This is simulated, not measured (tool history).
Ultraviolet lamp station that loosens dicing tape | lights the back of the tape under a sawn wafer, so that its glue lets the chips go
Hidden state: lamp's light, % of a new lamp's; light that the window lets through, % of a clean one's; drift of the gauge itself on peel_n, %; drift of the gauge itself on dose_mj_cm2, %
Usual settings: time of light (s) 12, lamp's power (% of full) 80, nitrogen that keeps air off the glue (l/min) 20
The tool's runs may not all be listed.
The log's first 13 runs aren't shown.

run,hour,time of light (s),lamp's power (% of full),nitrogen that keeps air off the glue (l/min),hours of work of the lamp,hours of work since the window was cleaned,force that peels the tape off (N),light that reached the tape (mJ/cm2)
14,95.6,8,81,7,238,131,1.181,173
15,102.8,8,81,7,241,134,1.212,177
16,113.7,9,80,20,247,140,0.595,190
17,119.0,9,80,20,249,142,0.626,189
18,124.1,12,80,20,252,145,0.365,248
19,133.9,12,80,12,256,149,0.543,246
20,140.1,12,80,12,259,152,0.528,249
# hour 141.6: window cleaned of glue's vapour
21,151.3,12,80,12,264,5,0.550,241
22,160.5,10,80,18,268,9,0.624,202
23,172.0,7,80,36,274,14,0.732,143

The next listed run, before its measurement:
24,179.2,12,80,24,277,18,?,?

{"run 24": {"force that peels the tape off (N)": 0.359, "light that reached the tape (mJ/cm2)": 240}}
Without the tool's hidden state the same run would have given force that peels the tape off (N) 0.232, light that reached the tape (mJ/cm2) 295.
